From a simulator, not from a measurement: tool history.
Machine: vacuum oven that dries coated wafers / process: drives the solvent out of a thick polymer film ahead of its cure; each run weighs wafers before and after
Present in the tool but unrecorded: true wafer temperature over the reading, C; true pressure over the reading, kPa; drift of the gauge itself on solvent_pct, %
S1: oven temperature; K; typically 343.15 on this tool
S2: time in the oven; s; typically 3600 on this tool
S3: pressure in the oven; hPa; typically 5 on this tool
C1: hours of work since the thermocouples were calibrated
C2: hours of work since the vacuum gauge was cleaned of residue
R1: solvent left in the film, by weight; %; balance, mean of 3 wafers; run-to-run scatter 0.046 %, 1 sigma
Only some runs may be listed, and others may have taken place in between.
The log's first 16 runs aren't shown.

| run | hour | S1 | S2 | S3 | C1 | C2 | R1 |
|---|---|---|---|---|---|---|---|
| 17 | 389.3 | 343.15 | 3600 | 5 | 452 | 289 | 2.73 |
| 18 | 406.2 | 343.15 | 3600 | 5 | 460 | 296 | 2.86 |
| 19 | 436.3 | 343.15 | 5640 | 5 | 473 | 310 | 1.23 |
| 20 | 456.1 | 358.15 | 1980 | 5.23 | 482 | 319 | 1.38 |
| 21 | 473.6 | 346.15 | 2340 | 18.69 | 490 | 327 | 4 |
| 22 | 489.3 | 346.15 | 2340 | 18.69 | 497 | 334 | 4.14 |
| 23 | 515.3 | 351.15 | 5700 | 10.26 | 509 | 346 | 0.52 |
| 24 | 544.7 | 355.15 | 3600 | 6.28 | 523 | 359 | 0.57 |
| 25 | 560.6 | 355.15 | 3600 | 6.28 | 530 | 367 | 0.54 |
| 26 | 577.5 | 338.15 | 5280 | 2.68 | 538 | 374 | 2.58 |
| 27 | 609.2 | 356.15 | 2100 | 11.83 | 552 | 389 | 1.73 |
| 28 | 624.1 | 356.15 | 2100 | 11.83 | 559 | 396 | 1.78 |
| 29 | 653.1 | 356.15 | 2100 | 11.83 | 572 | 409 | 1.7 |
| 30 | 668.8 | 347.15 | 3600 | 6.26 | 579 | 416 | 1.74 |
| 31 | 694 | 331.15 | 3600 | 13.28 | 591 | 427 | 6.8 |
| 32 | 709.2 | 336.15 | 1980 | 2.89 | 598 | 434 | 7.04 |

Here are 3 independent what-if runs from the current tool condition. What would each one return?
| A | 727.4 | 337.15 | 1980 | 7.73 | 606 | 443 | ? |
| B | 727.4 | 334.15 | 1980 | 15.45 | 606 | 443 | ? |
| C | 727.4 | 334.15 | 1980 | 2.89 | 606 | 443 | ? |

| run | R1 |
|---|---|
| A | 7 |
| B | 8.1 |
| C | 7.6 |
With no hidden state in the tool, these same runs would have given:
| run | R1 |
|---|---|
| A | 7.01 |
| B | 8.11 |
| C | 7.61 |

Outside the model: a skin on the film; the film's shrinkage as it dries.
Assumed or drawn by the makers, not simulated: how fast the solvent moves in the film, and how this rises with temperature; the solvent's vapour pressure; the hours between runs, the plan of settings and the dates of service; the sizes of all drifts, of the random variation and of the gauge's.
